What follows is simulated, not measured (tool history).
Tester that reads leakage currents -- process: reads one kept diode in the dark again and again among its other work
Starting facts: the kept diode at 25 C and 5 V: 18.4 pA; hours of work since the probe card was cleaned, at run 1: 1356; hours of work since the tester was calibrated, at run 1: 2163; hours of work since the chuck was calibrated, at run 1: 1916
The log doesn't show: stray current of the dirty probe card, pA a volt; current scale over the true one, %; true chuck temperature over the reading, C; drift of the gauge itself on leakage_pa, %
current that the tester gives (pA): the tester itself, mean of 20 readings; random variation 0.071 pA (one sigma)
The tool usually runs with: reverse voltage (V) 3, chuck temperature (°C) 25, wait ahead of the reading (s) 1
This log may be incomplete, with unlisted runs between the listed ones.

run      day  reverse voltage (V)  chuck temperature (°C)  wait ahead of the reading (s)  hours of work since the probe card was cleaned  hours of work since the tester was calibrated  hours of work since the chuck was calibrated  current that the tester gives (pA)
  1        0                    3                      25                              1                                            1356                                           2163                                          1916                               16.75
  2    5.158                    3                      25                              1                                            1432                                           2240                                          1993                               16.78
  3    7.958                    3                      30                              1                                            1474                                           2281                                          2034                               23.61
  4   11.788                    3                      25                              1                                            1530                                           2338                                          2091                               16.85
  5   15.738                    3                      22                              1                                            1589                                           2396                                          2149                               13.83
  6   18.667                    3                      29                              1                                            1632                                           2440                                          2193                               22.34
  7   22.092                    3                      29                              1                                            1683                                           2490                                          2243                                22.3
      23.125  -- probe card cleaned and baked
  8   26.454                    3                      29                              1                                              49                                           2553                                          2306                               22.24
      28.179  -- chuck's temperature calibrated
  9   30.858                16.06                      25                              1                                             113                                           2617                                            40                               32.97
 10   34.888                16.06                      25                              1                                             173                                           2677                                            99                               32.74
 11   37.733                    3                      25                              1                                             215                                           2719                                           141                               16.85
 12   40.154                    3                      25                              1                                             251                                           2755                                           177                               16.91
 13   44.783                    3                      25                              1                                             319                                           2823                                           246                               16.88
 14   48.221                    3                      25                              1                                             370                                           2874                                           297                               16.98
 15   53.438                    3                      25                              1                                             447                                           2951                                           374                               17.05
 16     58.8                    3                      25                              1                                             527                                           3031                                           453                               16.97
 17   64.229                    3                      25                              1                                             607                                           3111                                           534                               16.85
 18   69.696                    3                      25                              1                                             688                                           3192                                           615                               16.77
 19   73.312                    3                      25                              1                                             742                                           3245                                           668                               17.05
 20   77.929                    3                      25                              1                                             810                                           3314                                           736                               16.82
 21   83.188                19.63                      27                              2                                             888                                           3392                                           814                               36.72
 22   86.708                19.63                      27                              2                                             940                                           3444                                           866                               36.95
 23   89.921                    3                      27                              1                                             988                                           3491                                           914                                19.5
 24   92.917                    3                      26                            9.1                                            1032                                           3536                                           958                               17.17
 25   97.892                    3                      26                            9.1                                            1106                                           3609                                          1032                               17.03
 26  100.796                 5.28                      24                           1.07                                            1149                                           3652                                          1075                               19.41
 27  103.638                 1.17                      25                           2.69                                            1191                                           3694                                          1117                               11.96
 28  106.146                 1.17                      25                           2.69                                            1228                                           3731                                          1154                               11.84
 29  111.671                16.37                      25                           2.69                                            1310                                           3813                                          1236                               29.33
 30  115.567                16.37                      25                           2.69                                            1367                                           3871                                          1294                               29.24
 31  118.462                16.37                      25                           2.69                                            1410                                           3914                                          1336                               29.22
 32  121.846                 4.33                      25                           5.89                                            1460                                           3964                                          1387                               17.91
 33  126.267                 5.14                      25                           1.49                                            1526                                           4029                                          1452                               20.13
 34  131.946                12.45                      32                           9.33                                            1610                                           4113                                          1536                               41.25
 35  134.625                  4.2                      28                              4                                            1649                                           4153                                          1576                               22.17
 36  137.112                 4.43                      29                            0.4                                            1686                                           4190                                          1613                                28.1
     138.088  -- probe card cleaned and baked
 37  142.492                 4.43                      29                           1.99                                              65                                           4268                                          1690                               24.62
 38  145.129                14.57                      20                           1.64                                             104                                           4307                                          1729                               21.41
 39  150.283                14.57                      20                           1.64                                             181                                           4383                                          1806                               21.33

What if the next run were any one of these 5? Each begins from the tool's condition after run 39:
     150.742  -- tester calibrated
  A  155.875                19.74                      25                              1                                             262                                             76                                          1887                                   ?
     150.742  -- tester calibrated
  B  155.875                 2.32                      20                           1.64                                             262                                             76                                          1887                                   ?
     150.742  -- tester calibrated
  C  155.875                 6.93                      20                           1.64                                             262                                             76                                          1887                                   ?
     150.742  -- tester calibrated
  D  155.875                18.56                      27                            7.8                                             262                                             76                                          1887                                   ?
     150.742  -- tester calibrated
  E  155.875                    3                      25                           1.54                                             262                                             76                                          1887                                   ?

run  current that the tester gives (pA)
  A                               36.21
  B                               10.56
  C                               15.65
  D                               33.62
  E                               16.45
With no hidden state in the tool, these same runs would have given:
run  current that the tester gives (pA)
  A                                36.2
  B                               10.56
  C                               15.65
  D                               33.61
  E                               16.45
